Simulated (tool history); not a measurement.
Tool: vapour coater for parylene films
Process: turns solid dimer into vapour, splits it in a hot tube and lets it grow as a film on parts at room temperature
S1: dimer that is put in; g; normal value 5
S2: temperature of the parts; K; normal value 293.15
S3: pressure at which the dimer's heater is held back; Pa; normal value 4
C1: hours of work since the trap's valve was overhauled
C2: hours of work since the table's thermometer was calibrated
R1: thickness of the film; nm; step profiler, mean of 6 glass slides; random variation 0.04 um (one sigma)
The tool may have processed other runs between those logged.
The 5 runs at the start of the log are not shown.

| run | hour | S1 | S2 | S3 | C1 | C2 | R1 |
|---|---|---|---|---|---|---|---|
| 6 | 61.2 | 2 | 293.15 | 4 | 387 | 738 | 1680 |
| 7 | 81.3 | 2 | 293.15 | 4 | 405 | 756 | 1740 |
| 8 | 93.5 | 2 | 293.15 | 4 | 415 | 766 | 1700 |
| 9 | 106.2 | 5 | 290.15 | 4 | 426 | 777 | 4710 |
| 10 | 121.2 | 5 | 290.15 | 4 | 439 | 790 | 4680 |
| 11 | 137.7 | 5 | 290.15 | 4 | 453 | 804 | 4700 |
| 12 | 154.2 | 5 | 290.15 | 4 | 467 | 818 | 4730 |
| 13 | 164.2 | 5 | 290.15 | 4 | 475 | 826 | 4720 |
| 14 | 182.1 | 5 | 290.15 | 4 | 491 | 842 | 4710 |
| 15 | 193.3 | 5 | 290.15 | 4 | 500 | 851 | 4730 |
| 16 | 203.8 | 5 | 295.15 | 4 | 509 | 860 | 4030 |
| 17 | 219.7 | 5 | 291.15 | 4 | 523 | 874 | 4570 |
| 18 | 236 | 5 | 291.15 | 4 | 537 | 888 | 4530 |
| 19 | 250 | 5 | 291.15 | 4 | 549 | 900 | 4550 |
| 20 | 269.1 | 4 | 293.15 | 4 | 565 | 916 | 3400 |
| 21 | 283.8 | 4 | 293.15 | 4 | 578 | 929 | 3430 |
| 22 | 301.5 | 4 | 293.15 | 4 | 593 | 944 | 3440 |
| 23 | 321.6 | 5 | 293.15 | 4 | 610 | 961 | 4240 |
|  | 330.8 | table's thermometer calibrated |
| 24 | 337.3 | 5 | 293.15 | 4 | 623 | 6 | 4280 |

What will run 25 give?
| 25 | 346.6 | 5 | 293.15 | 3.65 | 631 | 14 | ? |

Run 25 produced R1 4300 nm.
Take away the tool's hidden state, keep the run-to-run variation as it was, and the same run would have given R1 4310 nm.
